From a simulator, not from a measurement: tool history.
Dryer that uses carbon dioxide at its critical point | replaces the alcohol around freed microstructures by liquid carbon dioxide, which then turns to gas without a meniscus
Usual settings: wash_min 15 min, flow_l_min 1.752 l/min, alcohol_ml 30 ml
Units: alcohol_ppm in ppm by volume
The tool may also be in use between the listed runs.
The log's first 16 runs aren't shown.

| run | hour | wash_min | flow_l_min | alcohol_ml | hours of work since the filter was changed | hours of work since the purifier's bed was changed | alcohol_ppm |
|---|---|---|---|---|---|---|---|
| 17 | 743.9 | 15 | 2.68 | 30 | 66 | 274 | 92 |
| 18 | 807.7 | 15 | 2.68 | 30 | 89 | 296 | 103 |
| 19 | 842.5 | 15 | 1.58 | 30 | 102 | 309 | 154 |
| 20 | 882.4 | 15 | 1.58 | 30 | 116 | 323 | 175 |
| 21 | 947.8 | 15 | 1.58 | 30 | 139 | 346 | 170 |
| 22 | 1017.3 | 15 | 1.58 | 32 | 164 | 371 | 197 |
| 23 | 1047.7 | 15 | 1.58 | 32 | 175 | 382 | 214 |
| 24 | 1104.8 | 10 | 1.58 | 24 | 195 | 402 | 422 |

Forecast run 25:
| 25 | 1140.7 | 24 | 1.58 | 23 | 208 | 415 | ? |

Run 25 gave alcohol_ppm 141 ppm by volume.
Without the tool's hidden state the same run would have given alcohol_ppm 10 ppm by volume.
